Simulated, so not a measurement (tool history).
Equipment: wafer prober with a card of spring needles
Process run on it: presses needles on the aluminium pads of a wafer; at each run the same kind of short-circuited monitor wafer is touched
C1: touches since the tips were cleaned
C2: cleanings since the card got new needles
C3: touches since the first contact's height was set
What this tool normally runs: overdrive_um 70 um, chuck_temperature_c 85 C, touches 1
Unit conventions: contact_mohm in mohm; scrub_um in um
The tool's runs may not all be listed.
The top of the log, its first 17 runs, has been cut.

-- hour=702.3 tips cleaned on abrasive film
-- hour=725.5 tips cleaned on abrasive film
run 18 hour=746.2 | overdrive_um=54 chuck_temperature_c=85 touches=1 | C1=5079 C2=95 C3=123949 | contact_mohm=213 scrub_um=7.37
-- hour=750.5 tips cleaned on abrasive film
-- hour=775 tips cleaned on abrasive film
run 19 hour=776.7 | overdrive_um=54 chuck_temperature_c=85 touches=1 | C1=414 C2=97 C3=131398 | contact_mohm=213 scrub_um=7.32
-- hour=796.8 tips cleaned on abrasive film
-- hour=819.1 tips cleaned on abrasive film
run 20 hour=822.6 | overdrive_um=54 chuck_temperature_c=85 touches=1 | C1=849 C2=99 C3=142618 | contact_mohm=212 scrub_um=7.32
-- hour=842.7 tips cleaned on abrasive film
-- hour=843 height of the first contact set anew
run 21 hour=861.4 | overdrive_um=54 chuck_temperature_c=85 touches=1 | C1=4519 C2=100 C3=4519 | contact_mohm=215 scrub_um=7.36
-- hour=865 tips cleaned on abrasive film
-- hour=887.2 tips cleaned on abrasive film
run 22 hour=901.8 | overdrive_um=54 chuck_temperature_c=85 touches=1 | C1=3598 C2=102 C3=14395 | contact_mohm=215 scrub_um=7.37
-- hour=911.1 tips cleaned on abrasive film
-- hour=934.4 tips cleaned on abrasive film
run 23 hour=934.4 | overdrive_um=54 chuck_temperature_c=85 touches=1 | C1=0 C2=104 C3=22331 | contact_mohm=212 scrub_um=7.35
-- hour=959.3 tips cleaned on abrasive film
-- hour=982.2 tips cleaned on abrasive film
run 24 hour=989 | overdrive_um=54 chuck_temperature_c=85 touches=1 | C1=1664 C2=106 C3=35694 | contact_mohm=215 scrub_um=7.37
-- hour=1004 tips cleaned on abrasive film
-- hour=1027.6 tips cleaned on abrasive film
run 25 hour=1045.8 | overdrive_um=63 chuck_temperature_c=85 touches=1 | C1=4488 C2=108 C3=49614 | contact_mohm=211 scrub_um=8.58

For run 26, what comes out?
-- hour=1049 tips cleaned on abrasive film
-- hour=1073 tips cleaned on abrasive film
run 26 hour=1086.5 | overdrive_um=63 chuck_temperature_c=85 touches=1 | C1=3309 C2=110 C3=59551 | contact_mohm=? scrub_um=?

{"run 26": {"contact_mohm": 207, "scrub_um": 8.57}}
Minus the tool's unlogged condition, the same run would have read contact_mohm 206 mohm, scrub_um 8.58 um.
